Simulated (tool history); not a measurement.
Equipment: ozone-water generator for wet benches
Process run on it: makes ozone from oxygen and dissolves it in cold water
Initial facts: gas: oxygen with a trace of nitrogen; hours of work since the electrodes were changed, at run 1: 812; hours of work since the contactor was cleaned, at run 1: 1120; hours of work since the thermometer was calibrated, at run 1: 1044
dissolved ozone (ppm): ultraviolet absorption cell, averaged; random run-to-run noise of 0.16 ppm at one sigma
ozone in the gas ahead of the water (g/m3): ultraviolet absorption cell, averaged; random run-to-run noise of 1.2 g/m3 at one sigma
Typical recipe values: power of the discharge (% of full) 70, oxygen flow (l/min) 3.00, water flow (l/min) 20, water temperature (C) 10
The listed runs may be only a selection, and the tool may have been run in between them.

run	hour	power of the discharge (% of full)	oxygen flow (l/min)	water flow (l/min)	water temperature (C)	hours of work since the electrodes were changed	hours of work since the contactor was cleaned	hours of work since the thermometer was calibrated	dissolved ozone (ppm)	ozone in the gas ahead of the water (g/m3)
1	0.0	70	3.00	20	10	812	1120	1044	20.2	221.9
2	30.9	70	2.99	20	10	835	1143	1067	20.0	222.6
3	62.7	70	2.99	20	10	858	1167	1090	20.1	221.8
4	79.3	70	2.99	20	10	871	1179	1103	20.4	222.9
5	101.6	70	2.99	20	10	887	1196	1119	20.2	220.8
6	131.4	70	2.99	20	10	909	1218	1142	20.2	220.8
7	162.8	70	3.00	27	10	933	1241	1165	15.6	223.2
8	183.1	85	5.04	17	5	948	1257	1180	32.6	212.0
9	213.8	82	3.38	12	5	971	1279	1203	36.7	234.5
10	231.2	70	3.00	16	10	984	1292	1216	24.3	221.1
11	248.0	70	3.00	16	10	996	1305	1228	24.7	222.8

Predict each of these 4 candidate next runs independently; none follows another, all start after run 11:
A	269.7	70	5.21	16	10	1012	1321	1244	?	?
B	269.7	70	1.81	16	10	1012	1321	1244	?	?
C	269.7	47	3.00	19	6	1012	1321	1244	?	?
D	269.7	88	2.55	16	6	1012	1321	1244	?	?

run	dissolved ozone (ppm)	ozone in the gas ahead of the water (g/m3)
A	28.8	187.5
B	19.6	256.6
C	17.2	173.4
D	26.9	262.9
Stripped of hidden state, with their random variation kept, the same runs would have yielded:
run	dissolved ozone (ppm)	ozone in the gas ahead of the water (g/m3)
A	29.9	192.3
B	20.3	263.2
C	17.8	176.7
D	28.0	270.6
